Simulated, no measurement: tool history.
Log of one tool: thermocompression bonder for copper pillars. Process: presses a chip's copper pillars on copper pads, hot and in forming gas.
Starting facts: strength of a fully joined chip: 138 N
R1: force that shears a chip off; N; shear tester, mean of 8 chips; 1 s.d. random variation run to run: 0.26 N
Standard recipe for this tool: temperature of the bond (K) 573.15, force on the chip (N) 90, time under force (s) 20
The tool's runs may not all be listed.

Run 1, hour 0: usual settings. Result: R1 84.5 N.
Run 2, hour 12.4: usual settings. Result: R1 84 N.
Run 3, hour 29.2: usual settings. Result: R1 83.8 N.
Run 4, hour 46.1: usual settings. Result: R1 83.7 N.
Run 5, hour 54.8: usual settings but temperature of the bond (K) 544.15. Result: R1 65.3 N.
At hour 61.4: forming gas filter changed.
Run 6, hour 69.6: usual settings but temperature of the bond (K) 544.15. Result: R1 67.4 N.
Run 7, hour 83.2: usual settings. Result: R1 86 N.
Run 8, hour 91.9: usual settings but force on the chip (N) 86. Result: R1 83.4 N.
Run 9, hour 99.3: usual settings but force on the chip (N) 86. Result: R1 83.4 N.
Run 10, hour 109.4: usual settings but force on the chip (N) 116. Result: R1 100.6 N.
Run 11, hour 121.1: usual settings but force on the chip (N) 117. Result: R1 101.2 N.
Run 12, hour 134.9: usual settings but force on the chip (N) 117. Result: R1 100.9 N.
Run 13, hour 145.1: usual settings but force on the chip (N) 93. Result: R1 87.8 N.
Run 14, hour 160.5: usual settings but force on the chip (N) 93. Result: R1 87 N.
Run 15, hour 172.8: usual settings but temperature of the bond (K) 549.15, force on the chip (N) 93. Result: R1 71.4 N.
Run 16, hour 189.9: usual settings but temperature of the bond (K) 549.15, force on the chip (N) 93. Result: R1 71.9 N.
Run 17, hour 202.9: usual settings. Result: R1 84.8 N.
At hour 208.1: heater calibrated with a thermocouple chip.
Run 18, hour 213.5: usual settings but temperature of the bond (K) 557.15, force on the chip (N) 127, time under force (s) 39. Result: R1 104 N.

What does the tool deliver on the next run?
Run 19, hour 229.6: usual settings but temperature of the bond (K) 557.15, force on the chip (N) 103, time under force (s) 18. Result: R1 ?.

Run 19 gave R1 73.7 N.
Had the tool carried no hidden state, the very same run would have given R1 76.5 N.
